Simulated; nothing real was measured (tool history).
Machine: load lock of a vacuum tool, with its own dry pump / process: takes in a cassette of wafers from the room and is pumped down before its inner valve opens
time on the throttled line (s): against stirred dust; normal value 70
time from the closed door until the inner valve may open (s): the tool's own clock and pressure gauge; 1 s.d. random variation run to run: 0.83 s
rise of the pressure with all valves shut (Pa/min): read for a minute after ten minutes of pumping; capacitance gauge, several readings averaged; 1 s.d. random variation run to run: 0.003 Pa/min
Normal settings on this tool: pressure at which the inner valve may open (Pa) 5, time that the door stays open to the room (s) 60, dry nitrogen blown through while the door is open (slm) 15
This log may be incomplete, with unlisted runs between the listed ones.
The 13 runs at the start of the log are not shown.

run,hour,time on the throttled line (s),pressure at which the inner valve may open (Pa),time that the door stays open to the room (s),dry nitrogen blown through while the door is open (slm),"incoming humidity of the room's air, %",time from the closed door until the inner valve may open (s),rise of the pressure with all valves shut (Pa/min)
14,2693.4,135,5,60,15,43.8,188.6,0.541
15,2836.1,135,5,60,15,48.8,189.1,0.550
16,3119.1,135,5,60,15,43.8,187.1,0.587
17,3368.8,135,5,60,15,43.8,188.3,0.604
18,3641.3,135,5,60,15,39.6,187.8,0.626
# hour 3874.8: door's seal changed, seat wiped
19,3913.2,70,8,60,15,46.0,129.8,0.050
20,4161.9,56,4,61,6,46.3,124.4,0.070
21,4405.5,56,4,164,6,41.4,125.2,0.119
22,4604.6,56,4,164,6,49.3,125.9,0.140
23,4734.9,70,6,60,14,44.3,134.2,0.075
24,4976.0,61,6,60,5,43.3,126.1,0.085

The next listed run, before its measurement:
25,5253.8,126,5,153,5,46.0,?,?

time from the closed door until the inner valve may open (s): 182.3
rise of the pressure with all valves shut (Pa/min): 0.151
If the tool had no hidden condition, the same run with the same run-to-run variation would have returned time from the closed door until the inner valve may open (s) 176.7, rise of the pressure with all valves shut (Pa/min) 0.115.
